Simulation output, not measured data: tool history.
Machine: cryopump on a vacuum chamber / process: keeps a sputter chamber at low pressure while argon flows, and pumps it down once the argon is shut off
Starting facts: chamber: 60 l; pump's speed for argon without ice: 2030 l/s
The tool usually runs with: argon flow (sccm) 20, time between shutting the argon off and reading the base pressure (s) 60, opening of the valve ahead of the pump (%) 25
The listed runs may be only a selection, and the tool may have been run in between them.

| run | hour | argon flow (sccm) | time between shutting the argon off and reading the base pressure (s) | opening of the valve ahead of the pump (%) | pressure while argon flows (Pa) | pressure after the wait (uPa) |
|---|---|---|---|---|---|---|
| 1 | 0.0 | 20 | 60 | 25 | 0.0716 | 1.43 |
| 2 | 13.1 | 20 | 60 | 25 | 0.0704 | 1.39 |
| 3 | 40.5 | 20 | 60 | 25 | 0.0724 | 1.47 |
| 4 | 58.5 | 20 | 60 | 25 | 0.0716 | 1.47 |
| 5 | 78.4 | 20 | 60 | 25 | 0.0713 | 1.46 |
| 6 | 97.3 | 20 | 60 | 25 | 0.0726 | 1.46 |
| 7 | 118.9 | 20 | 25 | 25 | 0.0720 | 2.24 |
| 8 | 141.9 | 20 | 60 | 21 | 0.0859 | 1.60 |
| 9 | 160.5 | 20 | 60 | 25 | 0.0726 | 1.52 |
| 10 | 173.0 | 20 | 60 | 25 | 0.0739 | 1.57 |
| 11 | 184.8 | 36 | 60 | 25 | 0.1313 | 1.57 |
| 12 | 200.6 | 21 | 60 | 25 | 0.0765 | 1.58 |
| 13 | 223.2 | 21 | 60 | 25 | 0.0785 | 1.66 |
| 14 | 247.2 | 21 | 60 | 25 | 0.0774 | 1.69 |
| 15 | 262.2 | 28 | 41 | 18 | 0.1413 | 1.88 |
|  | 277.3 | pump warmed up, emptied and cooled again |
| 16 | 280.4 | 28 | 41 | 18 | 0.1307 | 1.50 |
| 17 | 297.2 | 28 | 41 | 18 | 0.1307 | 1.49 |
| 18 | 313.3 | 9 | 184 | 16 | 0.0473 | 1.01 |
| 19 | 333.6 | 9 | 184 | 16 | 0.0464 | 1.01 |
| 20 | 345.7 | 31 | 145 | 19 | 0.1378 | 1.11 |
| 21 | 367.8 | 31 | 52 | 19 | 0.1372 | 1.46 |
| 22 | 384.7 | 24 | 63 | 22 | 0.0924 | 1.34 |
| 23 | 408.7 | 10 | 60 | 28 | 0.0299 | 1.36 |
| 24 | 427.2 | 27 | 65 | 23 | 0.0993 | 1.32 |
| 25 | 438.4 | 20 | 35 | 53 | 0.0327 | 1.77 |
| 26 | 456.4 | 20 | 25 | 25 | 0.0678 | 2.04 |

Each row is a separate what-if for the run after 26, all from the same tool condition, not one after another. Results?
| A | 479.9 | 31 | 60 | 25 | ? | ? |
| B | 479.9 | 20 | 25 | 24 | ? | ? |
| C | 479.9 | 18 | 31 | 44 | ? | ? |

| run | pressure while argon flows (Pa) | pressure after the wait (uPa) |
|---|---|---|
| A | 0.1057 | 1.42 |
| B | 0.0710 | 2.05 |
| C | 0.0353 | 1.85 |
Without the tool's unlogged condition, the same runs would have read:
| run | pressure while argon flows (Pa) | pressure after the wait (uPa) |
|---|---|---|
| A | 0.1034 | 0.60 |
| B | 0.0695 | 1.24 |
| C | 0.0339 | 1.02 |

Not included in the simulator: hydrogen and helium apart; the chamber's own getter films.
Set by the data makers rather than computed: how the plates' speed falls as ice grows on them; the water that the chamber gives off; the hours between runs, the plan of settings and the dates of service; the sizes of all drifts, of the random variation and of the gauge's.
